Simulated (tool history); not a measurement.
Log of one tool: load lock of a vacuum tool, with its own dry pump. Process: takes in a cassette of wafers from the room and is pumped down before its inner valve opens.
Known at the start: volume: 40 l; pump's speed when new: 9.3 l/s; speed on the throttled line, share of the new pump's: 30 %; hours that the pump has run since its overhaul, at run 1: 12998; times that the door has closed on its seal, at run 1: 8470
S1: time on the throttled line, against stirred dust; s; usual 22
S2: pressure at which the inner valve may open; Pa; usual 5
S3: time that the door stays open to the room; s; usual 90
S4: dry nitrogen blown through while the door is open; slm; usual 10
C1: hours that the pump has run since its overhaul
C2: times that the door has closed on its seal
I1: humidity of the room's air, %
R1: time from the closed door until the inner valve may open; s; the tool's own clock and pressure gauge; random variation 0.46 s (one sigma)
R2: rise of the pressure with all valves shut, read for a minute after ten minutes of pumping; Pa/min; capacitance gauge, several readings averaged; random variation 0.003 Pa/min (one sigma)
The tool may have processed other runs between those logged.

run	hour	S1	S2	S3	S4	C1	C2	I1	R1	R2
1	0	22	5	90	10	12998	8470	47.5	65.1	0.128
2	165.9	22	5	90	8	13164	8742	41.8	65.5	0.127
3	338.5	22	5	90	8	13337	9025	46.9	65.8	0.135
4	569	22	5	90	10	13567	9403	45.5	65.7	0.138
5	765.9	22	5	90	10	13764	9726	43.1	65.4	0.139
6	937.6	22	5	90	10	13936	10008	47.9	66.9	0.145
7	1166.4	22	5	90	10	14165	10383	41.2	65.8	0.154
8	1394.7	22	5	90	10	14393	10758	43.9	65.7	0.156
9	1537.9	20	5	90	10	14536	10993	46.5	64.8	0.164
10	1698.8	22	5	90	11	14697	11257	47.8	66.3	0.164
11	1962.2	22	5	90	11	14960	11689	46.3	65.4	0.179
12	2210.9	22	5	90	11	15209	12097	44	66.3	0.182
13	2524.9	22	5	90	11	15523	12612	44.4	66.2	0.194
14	2757.8	22	5	90	11	15756	12994	46.1	67.3	0.202
15	3069.5	22	5	90	11	16068	13505	40.8	66.3	0.208
16	3402.6	40	5	90	11	16401	14052	47.1	79.4	0.218
17	3683.4	40	5	42	11	16681	14512	45.2	78.7	0.212
18	3868.9	40	5	42	11	16867	14817	44.8	78.3	0.222
19	4087.9	22	5	90	37	17086	15176	44.6	67.4	0.224
20	4397.4	25	10	96	10	17396	15684	41.6	66.1	0.258
21	4537.6	27	5	146	10	17536	15914	45.2	69.9	0.269
22	4724	22	5	52	10	17722	16220	41.4	67.4	0.252
# hour 4939.9: dry pump taken out, an overhauled one fitted
23	5012.2	12	5	90	10	72	16683	44.7	52.1	0.278
24	5307	14	5	90	5	367	17166	42.9	54	0.295
25	5590.4	14	5	90	5	651	17631	46.9	53.5	0.321
26	5863.4	34	5	90	18	924	18079	41.8	67.6	0.303
27	6105.8	22	5	129	16	1166	18477	43.8	59.2	0.328
28	6322.6	13	7	90	10	1383	18832	47.2	52.2	0.332
29	6585.5	13	7	90	10	1646	19264	46	52	0.353
30	6796.3	33	8	90	10	1856	19610	44.8	65.6	0.35
31	7102.5	22	5	183	10	2163	20112	44.5	60	0.401
32	7341.5	16	5	84	44	2402	20504	50.8	56.9	0.364
33	7538.7	38	5	90	35	2599	20827	46.3	71.4	0.374
34	7868.2	38	5	90	35	2928	21368	43.9	70.5	0.384

Some steps in R1 between neighbouring runs. How much of each would the tool show without its hidden state too (settings, what came in, random variation), and how much is left for the hidden state, with any gauge scatter that isn't in both results?
Unlogged tool condition in this case: pump's speed, % of a new pump's; leak at the door's seal, Pa l/s; drift of the gauge itself on ready_s, %; drift of the gauge itself on rise_pa_min, %.
Run 15 -> 16: S1 22 -> 40. R1 +13.1 s: hidden state -0.9, all else +14.
Run 18 -> 19: S1 40 -> 22, S3 42 -> 90, S4 11 -> 37. R1 -10.9 s: hidden state +1.4, all else -12.3.
Run 22 -> 23: S1 22 -> 12, S3 52 -> 90, dry pump taken out, an overhauled one fitted. R1 -15.3 s: hidden state -8.2, all else -7.1.
Run 25 -> 26: S1 14 -> 34, S4 5 -> 18. R1 +14.1 s: hidden state +0, all else +14.1.
Run 32 -> 33: S1 16 -> 38, S3 84 -> 90, S4 44 -> 35. R1 +14.5 s: hidden state -0.3, all else +14.8.

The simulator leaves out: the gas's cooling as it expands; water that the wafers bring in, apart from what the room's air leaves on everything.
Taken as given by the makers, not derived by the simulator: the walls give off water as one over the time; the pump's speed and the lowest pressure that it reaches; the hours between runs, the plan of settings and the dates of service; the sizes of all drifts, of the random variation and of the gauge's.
